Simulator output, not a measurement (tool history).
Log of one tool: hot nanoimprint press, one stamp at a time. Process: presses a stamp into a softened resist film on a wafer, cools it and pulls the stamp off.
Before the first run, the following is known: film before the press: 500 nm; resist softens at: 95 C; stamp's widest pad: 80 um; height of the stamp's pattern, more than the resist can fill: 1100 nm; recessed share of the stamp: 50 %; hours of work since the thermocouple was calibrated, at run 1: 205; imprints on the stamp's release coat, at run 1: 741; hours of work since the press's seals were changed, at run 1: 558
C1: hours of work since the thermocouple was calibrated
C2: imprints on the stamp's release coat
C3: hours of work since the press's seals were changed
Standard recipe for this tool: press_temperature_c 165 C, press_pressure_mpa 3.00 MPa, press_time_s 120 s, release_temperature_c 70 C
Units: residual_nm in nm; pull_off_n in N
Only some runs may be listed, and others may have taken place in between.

run 1 hour=0.0 | press_temperature_c=165 press_pressure_mpa=3.00 press_time_s=120 release_temperature_c=70 | C1=205 C2=741 C3=558 | residual_nm=229.7 pull_off_n=191
run 2 hour=15.1 | press_temperature_c=165 press_pressure_mpa=3.00 press_time_s=120 release_temperature_c=70 | C1=215 C2=811 C3=568 | residual_nm=229.9 pull_off_n=194
run 3 hour=36.8 | press_temperature_c=166 press_pressure_mpa=3.00 press_time_s=120 release_temperature_c=70 | C1=230 C2=911 C3=583 | residual_nm=220.0 pull_off_n=196
run 4 hour=51.0 | press_temperature_c=165 press_pressure_mpa=3.00 press_time_s=120 release_temperature_c=70 | C1=240 C2=977 C3=593 | residual_nm=231.5 pull_off_n=186
run 5 hour=61.5 | press_temperature_c=165 press_pressure_mpa=3.00 press_time_s=120 release_temperature_c=69 | C1=247 C2=1026 C3=600 | residual_nm=233.2 pull_off_n=205
run 6 hour=74.0 | press_temperature_c=157 press_pressure_mpa=3.00 press_time_s=120 release_temperature_c=70 | C1=255 C2=1084 C3=609 | residual_nm=334.0 pull_off_n=203
run 7 hour=89.4 | press_temperature_c=157 press_pressure_mpa=3.00 press_time_s=120 release_temperature_c=70 | C1=266 C2=1155 C3=619 | residual_nm=335.3 pull_off_n=207
-- hour=100.5 stamp cleaned and given a new release coat
run 8 hour=115.8 | press_temperature_c=172 press_pressure_mpa=3.87 press_time_s=120 release_temperature_c=70 | C1=280 C2=71 C3=633 | residual_nm=145.0 pull_off_n=156
run 9 hour=139.9 | press_temperature_c=173 press_pressure_mpa=3.87 press_time_s=97 release_temperature_c=70 | C1=296 C2=182 C3=650 | residual_nm=149.9 pull_off_n=161
run 10 hour=151.6 | press_temperature_c=173 press_pressure_mpa=3.87 press_time_s=97 release_temperature_c=70 | C1=304 C2=237 C3=658 | residual_nm=150.7 pull_off_n=165
run 11 hour=175.7 | press_temperature_c=168 press_pressure_mpa=3.00 press_time_s=120 release_temperature_c=70 | C1=321 C2=348 C3=674 | residual_nm=204.2 pull_off_n=173
run 12 hour=193.2 | press_temperature_c=168 press_pressure_mpa=3.00 press_time_s=120 release_temperature_c=57 | C1=333 C2=430 C3=686 | residual_nm=204.3 pull_off_n=202
run 13 hour=204.4 | press_temperature_c=168 press_pressure_mpa=2.11 press_time_s=113 release_temperature_c=57 | C1=340 C2=482 C3=694 | residual_nm=249.2 pull_off_n=193
run 14 hour=223.6 | press_temperature_c=168 press_pressure_mpa=2.11 press_time_s=113 release_temperature_c=57 | C1=354 C2=570 C3=707 | residual_nm=248.0 pull_off_n=194

A few steps of residual_nm between consecutive runs. Split each: what settings, incoming material and random variation would produce without the hidden state, and what is left over for the hidden state, along with gauge scatter present in only one of the two compared results (measured, and without hidden state):
What the log doesn't record here: true temperature over the reading, C; pressure that arrives at the usual setting, %; grip of the stamp's worn release coat, % over a new coat's; drift of the gauge itself on residual_nm, %; drift of the gauge itself on pull_off_n, %.
Run 7 -> 8: press_temperature_c 157 -> 172, press_pressure_mpa 3.00 -> 3.87, stamp cleaned and given a new release coat. residual_nm -190.3 nm: hidden state -4.9, all else -185.4.

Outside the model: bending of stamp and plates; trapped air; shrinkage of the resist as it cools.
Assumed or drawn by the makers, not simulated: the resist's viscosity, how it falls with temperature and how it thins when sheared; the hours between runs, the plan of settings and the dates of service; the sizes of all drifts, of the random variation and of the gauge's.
